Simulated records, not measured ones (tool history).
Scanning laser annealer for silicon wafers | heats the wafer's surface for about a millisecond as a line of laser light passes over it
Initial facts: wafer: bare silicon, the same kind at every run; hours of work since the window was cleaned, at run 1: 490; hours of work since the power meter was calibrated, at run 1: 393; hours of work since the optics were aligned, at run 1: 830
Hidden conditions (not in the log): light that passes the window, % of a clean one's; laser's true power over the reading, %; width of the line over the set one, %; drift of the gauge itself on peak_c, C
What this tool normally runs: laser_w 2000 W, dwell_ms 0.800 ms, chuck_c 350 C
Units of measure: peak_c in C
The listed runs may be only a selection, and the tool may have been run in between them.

run   hour  laser_w  dwell_ms  chuck_c  hours of work since the window was cleaned  hours of work since the power meter was calibrated  hours of work since the optics were aligned  peak_c
  1    0.0     2000     0.800      350                                         490                                                 393                                          830    1134
  2   20.9     2000     0.567      350                                         504                                                 407                                          843    1021
  3   43.7     2000     0.710      350                                         519                                                 421                                          858    1094
  4   56.7     2000     0.710      350                                         527                                                 430                                          866    1093
  5   72.6     2000     0.710      350                                         537                                                 440                                          877    1090
  6   94.8     1972     0.800      350                                         552                                                 454                                          891    1119
  7  110.1     1972     0.800      350                                         562                                                 464                                          901    1123
  8  129.2     1806     0.800      350                                         574                                                 477                                          913    1063
  9  138.5     1953     0.621      341                                         580                                                 483                                          919    1025
 10  151.0     2056     0.707      359                                         588                                                 491                                          927    1118
 11  168.2     2056     0.707      359                                         599                                                 502                                          939    1117
 12  179.0     2186     0.582      350                                         606                                                 509                                          946    1091

Consider 3 possible next runs. They are alternatives, not a sequence: every one starts from the tool as it was left by run 12. What does each give?
  A  189.4     2186     0.791      350                                         613                                                 516                                          952       ?
  B  189.4     1788     0.664      314                                         613                                                 516                                          952       ?
  C  189.4     2186     0.582      388                                         613                                                 516                                          952       ?

run  peak_c
  A    1199
  B     962
  C    1129
With no hidden state in the tool, these same runs would have given:
run  peak_c
  A    1201
  B     963
  C    1131
